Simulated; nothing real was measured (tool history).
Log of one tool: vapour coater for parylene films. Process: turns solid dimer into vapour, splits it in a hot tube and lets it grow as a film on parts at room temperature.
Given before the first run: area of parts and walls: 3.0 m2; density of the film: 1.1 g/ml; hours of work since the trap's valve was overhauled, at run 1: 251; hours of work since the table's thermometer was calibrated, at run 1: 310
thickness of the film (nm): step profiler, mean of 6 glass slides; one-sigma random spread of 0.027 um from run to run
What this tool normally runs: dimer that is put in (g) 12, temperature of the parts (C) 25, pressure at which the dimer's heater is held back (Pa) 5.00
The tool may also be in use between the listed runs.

run   hour  dimer that is put in (g)  temperature of the parts (C)  pressure at which the dimer's heater is held back (Pa)  hours of work since the trap's valve was overhauled  hours of work since the table's thermometer was calibrated  thickness of the film (nm)
  1    0.0                        12                            25                                                    5.00                                                  251                                                         310                        2040
  2   15.1                        12                            25                                                    5.00                                                  262                                                         321                        2090
  3   31.5                        12                            25                                                    3.33                                                  273                                                         332                        2290
  4   44.1                        12                            25                                                    6.04                                                  282                                                         341                        2070
  5   53.0                        12                            25                                                    6.04                                                  288                                                         347                        1990
  6   68.3                        12                            25                                                    5.00                                                  299                                                         358                        2110
  7   82.2                        12                            28                                                    5.00                                                  309                                                         368                        1890
  8   92.4                        12                            28                                                    2.92                                                  316                                                         375                        2110
  9  108.9                        12                            28                                                    2.92                                                  327                                                         386                        2170
 10  116.8                        12                            28                                                    2.92                                                  333                                                         392                        2170
 11  132.6                        12                            28                                                    2.92                                                  344                                                         403                        2180
 12  141.3                        12                            28                                                    2.92                                                  350                                                         409                        2120
 13  150.6                        12                            30                                                    5.00                                                  357                                                         415                        1740
 14  159.9                         6                            30                                                    5.00                                                  363                                                         422                         830
 15  167.3                         6                            30                                                    5.00                                                  368                                                         427                         860
 16  178.4                         6                            30                                                    5.00                                                  376                                                         435                         880
 17  186.8                         6                            30                                                    5.00                                                  382                                                         441                         860
 18  200.4                        10                            25                                                    5.00                                                  392                                                         450                        1680
 19  216.3                         8                            25                                                    5.00                                                  403                                                         462                        1350
 20  229.6                         8                            25                                                    5.00                                                  412                                                         471                        1300
 21  238.5                        12                            25                                                    4.45                                                  418                                                         477                        2050
     244.1  -- trap's valve overhauled
 22  256.7                        12                            25                                                    4.45                                                    9                                                         487                        2050
 23  269.5                        12                            21                                                    5.00                                                   18                                                         496                        2240
 24  283.0                        12                            21                                                    5.00                                                   27                                                         505                        2230
 25  297.4                         5                            25                                                    5.30                                                   37                                                         516                         830
 26  309.4                         5                            25                                                    5.30                                                   46                                                         524                         780
 27  324.2                        14                            17                                                    5.38                                                   56                                                         534                        2870
 28  339.9                        14                            17                                                    5.38                                                   67                                                         545                        2840
     346.7  -- trap's valve overhauled, once more
 29  351.0                        14                            17                                                    5.38                                                    3                                                         550                        3240
 30  365.1                        14                            27                                                    5.38                                                   13                                                         560                        2420
 31  377.0                        20                            20                                                    4.15                                                   21                                                         569                        4410
 32  387.7                         6                            20                                                    2.10                                                   29                                                         576                        1590
 33  403.8                         7                            33                                                    2.10                                                   40                                                         587                        1230
 34  418.7                        15                            28                                                    2.56                                                   50                                                         598                        2940
 35  426.9                        15                            28                                                    2.56                                                   56                                                         603                        2910
 36  436.8                         9                            19                                                   10.57                                                   63                                                         610                        1590
 37  446.2                         5                            29                                                    2.56                                                   70                                                         617                         940
 38  458.2                        10                            29                                                    2.56                                                   78                                                         625                        1910
 39  474.6                        13                            29                                                    2.56                                                   90                                                         637                        2480
 40  488.2                        12                            22                                                    6.20                                                   99                                                         646                        2220
 41  499.9                        12                            22                                                    6.20                                                  107                                                         655                        2270
 42  516.6                        17                            29                                                    2.63                                                  119                                                         666                        3140
 43  527.7                        17                            29                                                    2.63                                                  127                                                         674                        3150
 44  537.4                        15                            21                                                    2.63                                                  134                                                         681                        3530
 45  547.3                        15                            29                                                    2.79                                                  141                                                         688                        2690
 46  556.2                         8                            25                                                    9.65                                                  147                                                         694                        1190
 47  572.0                         7                            20                                                    5.00                                                  158                                                         705                        1480

Branching from run 47: 3 alternative next runs. What would each branch give?
  A  580.6                        18                            24                                                    5.00                                                  164                                                         711                           ?
  B  580.6                         7                            23                                                    5.00                                                  164                                                         711                           ?
  C  580.6                        13                            29                                                    5.00                                                  164                                                         711                           ?

run  thickness of the film (nm)
  A                        3260
  B                        1300
  C                        2050
Without the tool's unlogged condition, the same runs would have read:
run  thickness of the film (nm)
  A                        3460
  B                        1390
  C                        2180
